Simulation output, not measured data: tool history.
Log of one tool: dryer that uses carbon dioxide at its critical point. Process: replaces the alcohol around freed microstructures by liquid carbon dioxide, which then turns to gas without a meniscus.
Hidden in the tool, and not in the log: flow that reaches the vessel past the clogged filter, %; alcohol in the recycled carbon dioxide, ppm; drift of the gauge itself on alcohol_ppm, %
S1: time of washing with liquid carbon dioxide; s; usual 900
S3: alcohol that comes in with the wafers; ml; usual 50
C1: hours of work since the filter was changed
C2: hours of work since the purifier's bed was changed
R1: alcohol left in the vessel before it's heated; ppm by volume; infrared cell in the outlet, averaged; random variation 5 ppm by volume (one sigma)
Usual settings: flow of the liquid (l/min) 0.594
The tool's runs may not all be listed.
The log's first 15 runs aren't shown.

Run 16, hour 514.8: usual settings but flow of the liquid (l/min) 0.482; C1 91; C2 449. Result: R1 276 ppm by volume.
Run 17, hour 536.6: usual settings but S1 600 s, flow of the liquid (l/min) 0.872; C1 101; C2 459. Result: R1 190 ppm by volume.
Run 18, hour 582.9: usual settings but S3 70 ml; C1 121; C2 479. Result: R1 221 ppm by volume.
Run 19, hour 608.4: usual settings but S1 1260 s, flow of the liquid (l/min) 0.357, S3 31 ml; C1 131; C2 490. Result: R1 249 ppm by volume.
Run 20, hour 651.7: usual settings but S1 1260 s, flow of the liquid (l/min) 0.357, S3 31 ml; C1 150; C2 508. Result: R1 259 ppm by volume.
Run 21, hour 697.9: usual settings but S1 1260 s, flow of the liquid (l/min) 0.357, S3 31 ml; C1 170; C2 528. Result: R1 268 ppm by volume.
Run 22, hour 718.9: usual settings but S1 540 s, flow of the liquid (l/min) 0.361, S3 87 ml; C1 179; C2 537. Result: R1 6172 ppm by volume.
Run 23, hour 761.8: usual settings but S1 540 s, flow of the liquid (l/min) 0.361, S3 87 ml; C1 197; C2 556. Result: R1 6470 ppm by volume.
Run 24, hour 800.9: usual settings but flow of the liquid (l/min) 0.623, S3 51 ml; C1 214; C2 572. Result: R1 235 ppm by volume.
Run 25, hour 843.2: usual settings but S1 780 s, flow of the liquid (l/min) 0.623, S3 85 ml; C1 232; C2 591. Result: R1 322 ppm by volume.
Run 26, hour 877.3: usual settings but flow of the liquid (l/min) 0.559, S3 60 ml; C1 247; C2 605. Result: R1 297 ppm by volume.
At hour 904.3: inlet filter changed.
Run 27, hour 916.4: usual settings but flow of the liquid (l/min) 0.559, S3 60 ml; C1 5; C2 622. Result: R1 267 ppm by volume.
Run 28, hour 953.3: usual settings but S1 1080 s, flow of the liquid (l/min) 0.709, S3 94 ml; C1 21; C2 637. Result: R1 222 ppm by volume.
Run 29, hour 996.9: usual settings but S1 1080 s, flow of the liquid (l/min) 0.709, S3 94 ml; C1 40; C2 656. Result: R1 246 ppm by volume.
Run 30, hour 1041.1: usual settings but S1 1080 s, flow of the liquid (l/min) 0.383, S3 21 ml; C1 59; C2 675. Result: R1 306 ppm by volume.
Run 31, hour 1085: usual settings but S1 1080 s, flow of the liquid (l/min) 0.791, S3 21 ml; C1 78; C2 694. Result: R1 269 ppm by volume.

3 ways to go on from here, each from the tool as it stands after run 31. What would each give?
At hour 1101.5: purifier's bed changed.
Run A, hour 1107.4: usual settings but S1 540 s; C1 86; C2 3. Result: R1 ?.
At hour 1101.5: purifier's bed changed.
Run B, hour 1107.4: usual settings but S1 1020 s, flow of the liquid (l/min) 0.427, S3 25 ml; C1 86; C2 3. Result: R1 ?.
At hour 1101.5: purifier's bed changed.
Run C, hour 1107.4: usual settings but S3 37 ml; C1 86; C2 3. Result: R1 ?.

run   R1
  A  468
  B   62
  C   17
Without the tool's hidden state the same runs would have given:
run   R1
  A  383
  B   47
  C   10

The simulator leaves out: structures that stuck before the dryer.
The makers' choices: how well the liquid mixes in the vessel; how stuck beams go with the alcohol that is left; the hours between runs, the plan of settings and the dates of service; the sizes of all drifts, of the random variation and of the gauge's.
